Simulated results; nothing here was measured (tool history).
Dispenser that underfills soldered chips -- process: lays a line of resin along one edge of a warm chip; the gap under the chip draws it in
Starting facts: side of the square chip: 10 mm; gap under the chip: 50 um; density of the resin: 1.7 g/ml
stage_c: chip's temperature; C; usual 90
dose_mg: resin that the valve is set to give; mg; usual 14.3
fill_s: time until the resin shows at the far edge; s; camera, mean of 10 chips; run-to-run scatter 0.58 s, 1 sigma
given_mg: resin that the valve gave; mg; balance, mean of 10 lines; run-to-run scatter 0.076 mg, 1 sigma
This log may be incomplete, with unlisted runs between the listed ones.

run   hour  stage_c  dose_mg  fill_s  given_mg
  1      0       90     14.3    74.6     13.47
       4.5  -- new syringe of resin
  2      7       90     14.3    55.3     13.28
  3   17.2       90     14.3    77.6     13.29
      20.4  -- new syringe of resin
  4     22       90     14.3    53.6     13.23
  5   26.7       90     14.3    63.4        13
      36.5  -- new syringe of resin
  6   37.2      101     14.3    38.1     13.04
  7   42.4       90     12.9    62.2     11.76
      52.3  -- new syringe of resin
  8   52.4       90     12.9    51.6     11.58
  9   60.8       82     12.9    88.7     11.61
      67.9  -- new syringe of resin
 10   69.8       98     14.3    42.1     12.61
 11   76.3       98     14.3    53.3     12.62
        84  -- new syringe of resin
 12   84.2       98     14.3    40.9     12.53
      89.7  -- dispensing valve cleaned and set on the balance
 13   89.7       98     14.3      48     14.23
 14   98.5       98     14.3    64.2     14.23
     100.6  -- new syringe of resin
 15  105.1       98     14.3    45.1     14.14
 16  113.8       85     14.3    88.4     14.16
     116.1  -- new syringe of resin
 17  122.7       85     14.3    72.8     13.98
 18  131.2       90     14.3      85     13.98
     132.3  -- new syringe of resin
 19  140.6       90     14.4    68.8     14.02
     147.9  -- new syringe of resin
 20  151.2       97     15.2    46.2     14.48
 21  160.1       94     15.6    68.3      14.8
     163.7  -- new syringe of resin
 22  168.7       92     16.6    55.5     15.83
 23  174.9       91     14.9    70.4     13.89
     179.3  -- new syringe of resin
 24    185       97     14.3      51      13.5
 25  194.1       90     17.6    82.7     16.32
     195.1  -- new syringe of resin
 26  200.5      103     15.2    41.8     14.01
 27  208.6       81     16.1   104.6     14.86
       211  -- new syringe of resin
 28  219.3       81     16.1    88.5     14.72
     226.4  -- new syringe of resin
 29  227.4       81     16.1    67.5     14.59
 30  237.3       86     14.3    85.6      12.9
     242.4  -- new syringe of resin
 31  246.6       86     14.3    67.8     12.78
 32  254.6       78     18.3     112     16.28
     258.2  -- new syringe of resin
 33  263.8      105     16.1    41.6     14.24
 34  271.1      105     16.1    53.2     14.19
     274.1  -- new syringe of resin
 35  277.2      105     16.1    37.7     14.17

Branching from run 35: 4 alternative next runs. What would each branch give?
     283.1  -- dispensing valve cleaned and set on the balance
  A  285.9       90     16.6       ?         ?
     283.1  -- dispensing valve cleaned and set on the balance
  B  285.9       94     15.7       ?         ?
     283.1  -- dispensing valve cleaned and set on the balance
  C  285.9       91     16.1       ?         ?
     283.1  -- dispensing valve cleaned and set on the balance
  D  285.9      105     16.9       ?         ?

run  fill_s  given_mg
  A    74.5     16.55
  B    66.3     15.62
  C      72     16.23
  D    48.5     16.95
Take away the tool's hidden state, keep each run's random variation, and the runs would have read:
run  fill_s  given_mg
  A    49.4      16.6
  B    44.1     15.67
  C    47.9     16.27
  D    32.5        17
